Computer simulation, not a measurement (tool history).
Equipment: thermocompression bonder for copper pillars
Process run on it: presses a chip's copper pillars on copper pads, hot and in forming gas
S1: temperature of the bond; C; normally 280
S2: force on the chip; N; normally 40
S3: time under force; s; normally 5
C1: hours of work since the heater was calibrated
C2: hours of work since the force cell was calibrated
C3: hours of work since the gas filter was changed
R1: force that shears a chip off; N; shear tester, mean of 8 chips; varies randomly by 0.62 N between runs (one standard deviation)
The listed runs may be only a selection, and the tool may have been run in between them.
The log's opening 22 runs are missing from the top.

run,hour,S1,S2,S3,C1,C2,C3,R1
23,1491.1,251,40,3,228,784,94,33.4
24,1567.4,251,51,3,268,824,134,40.1
# hour 1606.0: forming gas filter changed
25,1617.5,251,51,3,294,850,6,41.4
# hour 1675.2: force cell calibrated
26,1689.2,274,45,3,331,7,43,45.2
27,1779.3,274,45,3,378,54,90,43.9
28,1855.1,297,31,6,417,94,129,53.2
# hour 1900.5: forming gas filter changed
29,1910.4,297,31,6,446,123,5,55.7
30,1974.8,280,54,6,480,156,39,70.9
31,2055.4,298,45,14,522,198,81,93.2
32,2132.9,265,54,6,562,239,122,60.7
33,2172.5,269,36,9,583,260,142,52.8

Here are 3 independent what-if runs from the current tool condition. What would each one return?
# hour 2192.1: forming gas filter changed
A,2263.9,264,36,7,631,307,38,?
# hour 2192.1: forming gas filter changed
B,2263.9,252,36,9,631,307,38,?
# hour 2192.1: forming gas filter changed
C,2263.9,269,53,9,631,307,38,?

run,R1
A,48.0
B,44.9
C,73.7
Stripped of hidden state, with their random variation kept, the same runs would have yielded:
run,R1
A,50.0
B,46.8
C,76.2
